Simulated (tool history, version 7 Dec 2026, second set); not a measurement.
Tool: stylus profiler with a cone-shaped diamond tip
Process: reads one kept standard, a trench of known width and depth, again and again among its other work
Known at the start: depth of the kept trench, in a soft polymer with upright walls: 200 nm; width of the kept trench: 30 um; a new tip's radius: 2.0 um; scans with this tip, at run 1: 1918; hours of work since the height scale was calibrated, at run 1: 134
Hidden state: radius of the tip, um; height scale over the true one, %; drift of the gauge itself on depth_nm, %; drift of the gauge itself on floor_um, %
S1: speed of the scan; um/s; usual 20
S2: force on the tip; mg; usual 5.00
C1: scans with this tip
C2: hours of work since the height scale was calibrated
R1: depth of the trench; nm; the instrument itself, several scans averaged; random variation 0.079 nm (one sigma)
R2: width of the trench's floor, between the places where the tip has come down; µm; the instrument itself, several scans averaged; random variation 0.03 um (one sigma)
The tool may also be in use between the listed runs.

Run 1, hour 0.0: usual settings; C1 1918; C2 134. Result: R1 202.20 nm, R2 28.18 µm.
Run 2, hour 85.8: usual settings; C1 2790; C2 194. Result: R1 202.33 nm, R2 28.19 µm.
Run 3, hour 191.7: usual settings; C1 3866; C2 269. Result: R1 202.20 nm, R2 28.20 µm.
Run 4, hour 246.4: usual settings; C1 4422; C2 308. Result: R1 202.55 nm, R2 28.09 µm.
Run 5, hour 367.1: usual settings but S2 2.98 mg; C1 5649; C2 393. Result: R1 201.58 nm, R2 28.22 µm.
Run 6, hour 486.6: usual settings but S2 2.98 mg; C1 6862; C2 478. Result: R1 201.69 nm, R2 28.15 µm.
Run 7, hour 619.4: usual settings but S2 2.46 mg; C1 8212; C2 572. Result: R1 201.26 nm, R2 28.12 µm.
Run 8, hour 695.1: usual settings; C1 8981; C2 625. Result: R1 202.21 nm, R2 28.16 µm.
Run 9, hour 794.8: usual settings but S2 13.81 mg; C1 9994; C2 696. Result: R1 204.47 nm, R2 28.20 µm.
Run 10, hour 924.4: usual settings but S2 13.81 mg; C1 11311; C2 788. Result: R1 204.51 nm, R2 28.22 µm.
Run 11, hour 999.5: usual settings but S2 13.81 mg; C1 12074; C2 841. Result: R1 204.53 nm, R2 28.18 µm.
Run 12, hour 1130.8: usual settings but S2 13.81 mg; C1 13408; C2 934. Result: R1 204.46 nm, R2 28.19 µm.
Run 13, hour 1230.4: usual settings but S1 15 um/s; C1 14420; C2 1004. Result: R1 202.27 nm, R2 28.20 µm.
Run 14, hour 1319.0: usual settings but S1 15 um/s; C1 15320; C2 1067. Result: R1 202.26 nm, R2 28.19 µm.
Run 15, hour 1424.2: usual settings but S2 4.48 mg; C1 16389; C2 1141. Result: R1 202.06 nm, R2 28.20 µm.
Run 16, hour 1550.3: usual settings but S2 4.48 mg; C1 17671; C2 1230. Result: R1 202.07 nm, R2 28.17 µm.
Run 17, hour 1638.6: usual settings but S2 4.48 mg; C1 18567; C2 1293. Result: R1 202.10 nm, R2 28.15 µm.
Run 18, hour 1743.4: usual settings but S1 75 um/s, S2 3.88 mg; C1 19632; C2 1367. Result: R1 201.89 nm, R2 27.97 µm.
Run 19, hour 1856.0: usual settings but S1 75 um/s, S2 3.88 mg; C1 20777; C2 1447. Result: R1 201.92 nm, R2 27.93 µm.
Run 20, hour 1926.4: usual settings but S1 75 um/s, S2 3.88 mg; C1 21492; C2 1497. Result: R1 202.06 nm, R2 27.92 µm.
At hour 2020.9: height scale calibrated on a step standard.
Run 21, hour 2031.7: usual settings but S1 75 um/s, S2 3.88 mg; C1 22556; C2 8. Result: R1 201.90 nm, R2 27.94 µm.
Run 22, hour 2108.9: usual settings but S1 75 um/s, S2 3.88 mg; C1 23341; C2 62. Result: R1 201.74 nm, R2 27.92 µm.
Run 23, hour 2166.7: usual settings but S1 11 um/s, S2 1.88 mg; C1 23929; C2 103. Result: R1 201.08 nm, R2 28.19 µm.
Run 24, hour 2248.0: usual settings but S1 22 um/s, S2 1.88 mg; C1 24755; C2 161. Result: R1 201.26 nm, R2 28.08 µm.
Run 25, hour 2370.6: usual settings but S1 22 um/s, S2 1.88 mg; C1 26000; C2 247. Result: R1 201.07 nm, R2 28.17 µm.
Run 26, hour 2442.9: usual settings but S2 3.59 mg; C1 26735; C2 299. Result: R1 201.76 nm, R2 28.13 µm.
Run 27, hour 2557.7: usual settings but S1 44 um/s, S2 10.99 mg; C1 27901; C2 380. Result: R1 203.79 nm, R2 28.11 µm.
Run 28, hour 2681.4: usual settings but S1 41 um/s, S2 13.38 mg; C1 29158; C2 467. Result: R1 204.31 nm, R2 28.16 µm.
Run 29, hour 2741.3: usual settings but S1 6 um/s, S2 1.87 mg; C1 29767; C2 510. Result: R1 201.16 nm, R2 28.21 µm.
Run 30, hour 2844.2: usual settings but S1 34 um/s, S2 10.41 mg; C1 30812; C2 582. Result: R1 203.67 nm, R2 28.19 µm.
Run 31, hour 2978.3: usual settings but S1 33 um/s, S2 9.79 mg; C1 32175; C2 677. Result: R1 203.57 nm, R2 28.17 µm.
Run 32, hour 3109.3: usual settings but S1 6 um/s, S2 14.94 mg; C1 33506; C2 770. Result: R1 204.78 nm, R2 28.19 µm.
Run 33, hour 3243.2: usual settings but S1 16 um/s, S2 13.52 mg; C1 34866; C2 865. Result: R1 204.47 nm, R2 28.19 µm.
Run 34, hour 3362.6: usual settings but S1 49 um/s, S2 12.67 mg; C1 36080; C2 949. Result: R1 204.25 nm, R2 28.12 µm.

How the hidden state differs across the entries between the runs, from the last listed run before each to the first after it:
Between runs 20 and 21: height scale calibrated on a step standard (hour 2020.9)
  height scale over the true one, %: 0.005 -> 0.001
